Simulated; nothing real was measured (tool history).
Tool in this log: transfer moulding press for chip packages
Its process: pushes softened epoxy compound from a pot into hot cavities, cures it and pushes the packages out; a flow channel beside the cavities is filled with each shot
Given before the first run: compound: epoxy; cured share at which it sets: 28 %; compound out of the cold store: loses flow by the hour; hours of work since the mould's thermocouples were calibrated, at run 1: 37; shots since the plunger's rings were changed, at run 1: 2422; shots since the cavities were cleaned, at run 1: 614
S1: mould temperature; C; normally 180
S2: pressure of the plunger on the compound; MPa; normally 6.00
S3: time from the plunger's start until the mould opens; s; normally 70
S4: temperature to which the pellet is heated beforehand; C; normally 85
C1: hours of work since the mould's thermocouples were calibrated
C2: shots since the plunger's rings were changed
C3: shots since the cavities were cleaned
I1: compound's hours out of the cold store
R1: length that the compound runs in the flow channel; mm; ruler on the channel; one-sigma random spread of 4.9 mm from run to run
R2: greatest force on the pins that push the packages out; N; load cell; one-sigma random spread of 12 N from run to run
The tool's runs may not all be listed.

{"run": 1, "hour": 0.0, "S1": 180, "S2": 6.0, "S3": 70, "S4": 85, "C1": 37, "C2": 2422, "C3": 614, "I1": 26.2, "R1": 548, "R2": 795}
{"hour": 6.3, "done": "cavities cleaned with cleaning compound and waxed"}
{"run": 2, "hour": 10.1, "S1": 180, "S2": 6.0, "S3": 66, "S4": 85, "C1": 41, "C2": 2515, "C3": 41, "I1": 23.0, "R1": 560, "R2": 670}
{"run": 3, "hour": 14.4, "S1": 180, "S2": 6.0, "S3": 66, "S4": 85, "C1": 43, "C2": 2561, "C3": 87, "I1": 15.6, "R1": 572, "R2": 711}
{"hour": 17.2, "done": "mould's thermocouples calibrated"}
{"run": 4, "hour": 21.5, "S1": 180, "S2": 6.0, "S3": 86, "S4": 85, "C1": 2, "C2": 2617, "C3": 143, "I1": 27.9, "R1": 555, "R2": 479}
{"run": 5, "hour": 26.2, "S1": 185, "S2": 6.0, "S3": 70, "S4": 85, "C1": 4, "C2": 2667, "C3": 193, "I1": 38.6, "R1": 521, "R2": 530}
{"run": 6, "hour": 31.0, "S1": 185, "S2": 6.0, "S3": 70, "S4": 85, "C1": 6, "C2": 2719, "C3": 245, "I1": 20.3, "R1": 559, "R2": 551}
{"run": 7, "hour": 37.3, "S1": 187, "S2": 4.91, "S3": 57, "S4": 77, "C1": 9, "C2": 2788, "C3": 314, "I1": 10.9, "R1": 517, "R2": 781}
{"hour": 39.9, "done": "mould's thermocouples calibrated, once more"}
{"run": 8, "hour": 48.4, "S1": 181, "S2": 6.0, "S3": 100, "S4": 85, "C1": 4, "C2": 2886, "C3": 412, "I1": 24.1, "R1": 551, "R2": 522}
{"run": 9, "hour": 54.8, "S1": 181, "S2": 6.0, "S3": 100, "S4": 85, "C1": 7, "C2": 2955, "C3": 481, "I1": 25.9, "R1": 546, "R2": 552}
{"run": 10, "hour": 59.9, "S1": 180, "S2": 5.16, "S3": 70, "S4": 85, "C1": 9, "C2": 3011, "C3": 537, "I1": 8.5, "R1": 547, "R2": 852}

Branching from run 10: 5 alternative next runs. What would each branch give?
{"run": "A", "hour": 65.7, "S1": 185, "S2": 6.0, "S3": 70, "S4": 85, "C1": 11, "C2": 3073, "C3": 599, "I1": 38.9, "R1": "?", "R2": "?"}
{"run": "B", "hour": 65.7, "S1": 182, "S2": 6.0, "S3": 66, "S4": 78, "C1": 11, "C2": 3073, "C3": 599, "I1": 27.7, "R1": "?", "R2": "?"}
{"run": "C", "hour": 65.7, "S1": 180, "S2": 4.72, "S3": 63, "S4": 79, "C1": 11, "C2": 3073, "C3": 599, "I1": 20.0, "R1": "?", "R2": "?"}
{"run": "D", "hour": 65.7, "S1": 180, "S2": 4.78, "S3": 70, "S4": 85, "C1": 11, "C2": 3073, "C3": 599, "I1": 11.8, "R1": "?", "R2": "?"}
{"run": "E", "hour": 65.7, "S1": 175, "S2": 5.16, "S3": 70, "S4": 84, "C1": 11, "C2": 3073, "C3": 599, "I1": 25.8, "R1": "?", "R2": "?"}

run=A R1=522 R2=657
run=B R1=541 R2=827
run=C R1=499 R2=1149
run=D R1=515 R2=828
run=E R1=520 R2=1175
Stripped of hidden state, with their random variation kept, the same runs would have yielded:
run=A R1=557 R2=438
run=B R1=577 R2=549
run=C R1=533 R2=766
run=D R1=550 R2=552
run=E R1=555 R2=785

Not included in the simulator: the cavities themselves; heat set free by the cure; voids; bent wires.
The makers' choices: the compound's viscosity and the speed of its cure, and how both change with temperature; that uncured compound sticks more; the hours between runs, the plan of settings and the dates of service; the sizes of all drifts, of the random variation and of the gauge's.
